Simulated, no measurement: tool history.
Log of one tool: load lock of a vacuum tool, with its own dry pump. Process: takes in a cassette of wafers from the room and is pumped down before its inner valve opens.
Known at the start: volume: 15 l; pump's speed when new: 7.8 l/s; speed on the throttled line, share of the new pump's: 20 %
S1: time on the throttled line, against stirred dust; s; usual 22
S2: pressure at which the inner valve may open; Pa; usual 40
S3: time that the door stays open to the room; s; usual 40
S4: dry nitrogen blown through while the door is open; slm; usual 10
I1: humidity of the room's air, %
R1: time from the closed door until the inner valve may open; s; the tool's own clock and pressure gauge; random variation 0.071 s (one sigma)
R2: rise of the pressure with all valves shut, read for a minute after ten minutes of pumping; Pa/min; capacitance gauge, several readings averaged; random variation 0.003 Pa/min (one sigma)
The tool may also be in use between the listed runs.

{"run": 1, "hour": 0.0, "S1": 22, "S2": 40, "S3": 40, "S4": 10, "I1": 42.7, "R1": 33.2, "R2": 0.136}
{"run": 2, "hour": 158.7, "S1": 22, "S2": 40, "S3": 40, "S4": 33, "I1": 45.4, "R1": 33.28, "R2": 0.113}
{"run": 3, "hour": 282.6, "S1": 22, "S2": 40, "S3": 40, "S4": 28, "I1": 45.5, "R1": 33.31, "R2": 0.121}
{"run": 4, "hour": 508.8, "S1": 22, "S2": 40, "S3": 40, "S4": 28, "I1": 45.2, "R1": 33.16, "R2": 0.131}
{"run": 5, "hour": 737.6, "S1": 22, "S2": 40, "S3": 40, "S4": 28, "I1": 46.7, "R1": 33.2, "R2": 0.141}
{"run": 6, "hour": 860.2, "S1": 22, "S2": 40, "S3": 40, "S4": 10, "I1": 42.3, "R1": 33.25, "R2": 0.163}
{"run": 7, "hour": 1053.1, "S1": 22, "S2": 40, "S3": 40, "S4": 10, "I1": 44.3, "R1": 33.25, "R2": 0.173}
{"run": 8, "hour": 1229.4, "S1": 22, "S2": 40, "S3": 40, "S4": 10, "I1": 47.7, "R1": 33.2, "R2": 0.177}
{"run": 9, "hour": 1337.1, "S1": 22, "S2": 40, "S3": 44, "S4": 10, "I1": 48.2, "R1": 33.26, "R2": 0.187}
{"run": 10, "hour": 1473.3, "S1": 22, "S2": 40, "S3": 44, "S4": 10, "I1": 45.0, "R1": 33.37, "R2": 0.184}
{"run": 11, "hour": 1662.6, "S1": 22, "S2": 40, "S3": 35, "S4": 10, "I1": 45.0, "R1": 33.33, "R2": 0.19}
{"run": 12, "hour": 1885.6, "S1": 22, "S2": 40, "S3": 40, "S4": 10, "I1": 45.5, "R1": 33.27, "R2": 0.197}
{"run": 13, "hour": 1997.0, "S1": 22, "S2": 40, "S3": 40, "S4": 10, "I1": 49.0, "R1": 33.24, "R2": 0.214}
{"run": 14, "hour": 2205.0, "S1": 20, "S2": 40, "S3": 40, "S4": 10, "I1": 47.6, "R1": 31.75, "R2": 0.215}
{"run": 15, "hour": 2380.4, "S1": 20, "S2": 40, "S3": 40, "S4": 10, "I1": 44.9, "R1": 31.76, "R2": 0.231}
{"run": 16, "hour": 2510.4, "S1": 20, "S2": 40, "S3": 40, "S4": 10, "I1": 43.9, "R1": 31.84, "R2": 0.225}
{"run": 17, "hour": 2604.4, "S1": 20, "S2": 40, "S3": 40, "S4": 10, "I1": 44.1, "R1": 31.82, "R2": 0.233}
{"run": 18, "hour": 2817.2, "S1": 20, "S2": 40, "S3": 40, "S4": 10, "I1": 46.4, "R1": 31.94, "R2": 0.251}
{"run": 19, "hour": 2930.8, "S1": 22, "S2": 40, "S3": 40, "S4": 40, "I1": 42.4, "R1": 33.45, "R2": 0.222}
{"run": 20, "hour": 3071.8, "S1": 22, "S2": 33, "S3": 66, "S4": 13, "I1": 38.6, "R1": 33.86, "R2": 0.259}
{"run": 21, "hour": 3221.2, "S1": 22, "S2": 33, "S3": 66, "S4": 13, "I1": 41.6, "R1": 33.9, "R2": 0.27}
{"run": 22, "hour": 3445.5, "S1": 22, "S2": 33, "S3": 66, "S4": 13, "I1": 39.0, "R1": 33.73, "R2": 0.278}
{"run": 23, "hour": 3576.1, "S1": 22, "S2": 33, "S3": 66, "S4": 13, "I1": 48.6, "R1": 33.8, "R2": 0.296}
{"run": 24, "hour": 3774.3, "S1": 22, "S2": 33, "S3": 66, "S4": 13, "I1": 46.8, "R1": 33.95, "R2": 0.305}
{"run": 25, "hour": 3916.8, "S1": 22, "S2": 38, "S3": 40, "S4": 10, "I1": 44.1, "R1": 33.51, "R2": 0.312}
{"run": 26, "hour": 4134.2, "S1": 22, "S2": 47, "S3": 40, "S4": 19, "I1": 43.5, "R1": 33.25, "R2": 0.302}
{"run": 27, "hour": 4304.8, "S1": 17, "S2": 77, "S3": 165, "S4": 4, "I1": 43.4, "R1": 28.09, "R2": 0.416}
{"run": 28, "hour": 4403.8, "S1": 31, "S2": 42, "S3": 113, "S4": 4, "I1": 43.3, "R1": 40.53, "R2": 0.388}
{"run": 29, "hour": 4504.8, "S1": 27, "S2": 66, "S3": 40, "S4": 10, "I1": 42.1, "R1": 36.42, "R2": 0.335}
{"run": 30, "hour": 4609.4, "S1": 27, "S2": 66, "S3": 40, "S4": 10, "I1": 46.5, "R1": 36.3, "R2": 0.348}
{"run": 31, "hour": 4810.7, "S1": 27, "S2": 66, "S3": 40, "S4": 10, "I1": 42.7, "R1": 36.39, "R2": 0.353}
{"run": 32, "hour": 4964.4, "S1": 26, "S2": 62, "S3": 40, "S4": 10, "I1": 49.2, "R1": 35.75, "R2": 0.374}
{"run": 33, "hour": 5148.0, "S1": 26, "S2": 62, "S3": 40, "S4": 10, "I1": 48.0, "R1": 35.75, "R2": 0.379}
{"run": 34, "hour": 5322.4, "S1": 26, "S2": 62, "S3": 40, "S4": 10, "I1": 44.3, "R1": 35.8, "R2": 0.388}
{"run": 35, "hour": 5546.9, "S1": 26, "S2": 62, "S3": 40, "S4": 10, "I1": 45.5, "R1": 35.72, "R2": 0.402}
{"run": 36, "hour": 5667.5, "S1": 17, "S2": 62, "S3": 29, "S4": 10, "I1": 41.4, "R1": 28.81, "R2": 0.404}
{"run": 37, "hour": 5796.5, "S1": 18, "S2": 40, "S3": 40, "S4": 23, "I1": 44.3, "R1": 30.46, "R2": 0.389}
{"run": 38, "hour": 5944.2, "S1": 28, "S2": 79, "S3": 77, "S4": 14, "I1": 45.6, "R1": 36.89, "R2": 0.436}

Hidden state or all else? Some run-to-run changes of R1, split into what the settings, what came in and random variation would give without the hidden state, and what is left for the hidden state (with any gauge scatter that isn't in both results):
The hidden state here: pump's speed, % of a new pump's; leak at the door's seal, Pa l/s; drift of the gauge itself on ready_s, %; drift of the gauge itself on rise_pa_min, %.
Run 27 -> 28: S1 17 -> 31, S2 77 -> 42, S3 165 -> 113. R1 +12.44 s: hidden state -0.10, all else +12.54.
Run 35 -> 36: S1 26 -> 17, S3 40 -> 29. R1 -6.91 s: hidden state +0.14, all else -7.05.
Run 37 -> 38: S1 18 -> 28, S2 40 -> 79, S3 40 -> 77, S4 23 -> 14. R1 +6.43 s: hidden state -0.24, all else +6.67.
